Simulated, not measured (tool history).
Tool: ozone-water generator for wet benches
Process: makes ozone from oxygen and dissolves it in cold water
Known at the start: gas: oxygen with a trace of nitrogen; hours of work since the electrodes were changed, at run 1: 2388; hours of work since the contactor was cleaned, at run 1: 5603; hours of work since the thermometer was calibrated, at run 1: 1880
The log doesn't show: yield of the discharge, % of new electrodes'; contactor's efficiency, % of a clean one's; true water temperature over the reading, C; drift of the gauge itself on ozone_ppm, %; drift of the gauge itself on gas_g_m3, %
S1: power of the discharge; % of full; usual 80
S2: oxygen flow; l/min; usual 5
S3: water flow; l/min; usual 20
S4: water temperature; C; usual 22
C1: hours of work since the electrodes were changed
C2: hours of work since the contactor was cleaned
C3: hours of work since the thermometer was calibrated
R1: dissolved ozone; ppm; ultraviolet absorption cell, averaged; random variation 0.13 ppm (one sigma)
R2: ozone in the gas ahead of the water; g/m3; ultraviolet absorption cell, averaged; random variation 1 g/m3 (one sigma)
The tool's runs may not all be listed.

Run 1, hour 0: usual settings; C1 2388; C2 5603; C3 1880. Result: R1 13.4 ppm, R2 170.8 g/m3.
Run 2, hour 58.3: usual settings but S3 26 l/min; C1 2430; C2 5645; C3 1922. Result: R1 10.4 ppm, R2 169.8 g/m3.
Run 3, hour 121.4: usual settings; C1 2475; C2 5690; C3 1968. Result: R1 13.3 ppm, R2 168.6 g/m3.
Run 4, hour 188.6: usual settings; C1 2524; C2 5739; C3 2016. Result: R1 13.1 ppm, R2 170.8 g/m3.
At hour 197.3: contactor cleaned.
Run 5, hour 261.1: usual settings; C1 2573; C2 46; C3 2065. Result: R1 13.2 ppm, R2 169.9 g/m3.
Run 6, hour 302.3: usual settings; C1 2603; C2 76; C3 2095. Result: R1 13 ppm, R2 170.1 g/m3.
Run 7, hour 342.3: usual settings; C1 2632; C2 105; C3 2124. Result: R1 13.1 ppm, R2 168.5 g/m3.
Run 8, hour 410.5: usual settings but S1 54 % of full, S2 8.41 l/min, S3 24 l/min, S4 25 C; C1 2681; C2 154; C3 2173. Result: R1 7.7 ppm, R2 97.9 g/m3.
Run 9, hour 504.8: usual settings but S1 54 % of full, S2 8.41 l/min, S3 24 l/min, S4 25 C; C1 2749; C2 222; C3 2241. Result: R1 7.8 ppm, R2 96.8 g/m3.
At hour 528: contactor cleaned, once more.
Run 10, hour 553.8: usual settings but S1 83 % of full, S2 5.2 l/min, S3 13 l/min, S4 23 C; C1 2781; C2 19; C3 2274. Result: R1 19.5 ppm, R2 171.2 g/m3.
Run 11, hour 592.5: usual settings but S1 42 % of full, S2 5.2 l/min, S3 13 l/min, S4 19 C; C1 2809; C2 46; C3 2301. Result: R1 12.3 ppm, R2 100.3 g/m3.

5 ways to go on from here, each from the tool as it stands after run 11. What would each give?
Run A, hour 632.1: usual settings but S1 42 % of full, S2 2.92 l/min, S4 18 C; C1 2838; C2 75; C3 2330. Result: R1 ?, R2 ?.
Run B, hour 632.1: usual settings but S1 49 % of full, S2 7.23 l/min; C1 2838; C2 75; C3 2330. Result: R1 ?, R2 ?.
Run C, hour 632.1: usual settings but S1 42 % of full, S2 8.97 l/min, S3 13 l/min, S4 19 C; C1 2838; C2 75; C3 2330. Result: R1 ?, R2 ?.
Run D, hour 632.1: usual settings but S1 42 % of full, S2 4.94 l/min, S3 24 l/min, S4 27 C; C1 2838; C2 75; C3 2330. Result: R1 ?, R2 ?.
Run E, hour 632.1: usual settings but S1 60 % of full, S2 5.2 l/min, S3 13 l/min, S4 19 C; C1 2838; C2 75; C3 2330. Result: R1 ?, R2 ?.

run    R1     R2
  A   8.1  131.9
  B   9.5   94.9
  C  11.6   75.9
  D   6.6  100.9
  E  16.2  131.7
Without the tool's hidden state the same runs would have given:
run    R1     R2
  A   8.4  137.2
  B    10   99.5
  C  12.2   78.9
  D   6.9    105
  E  17.2  139.7
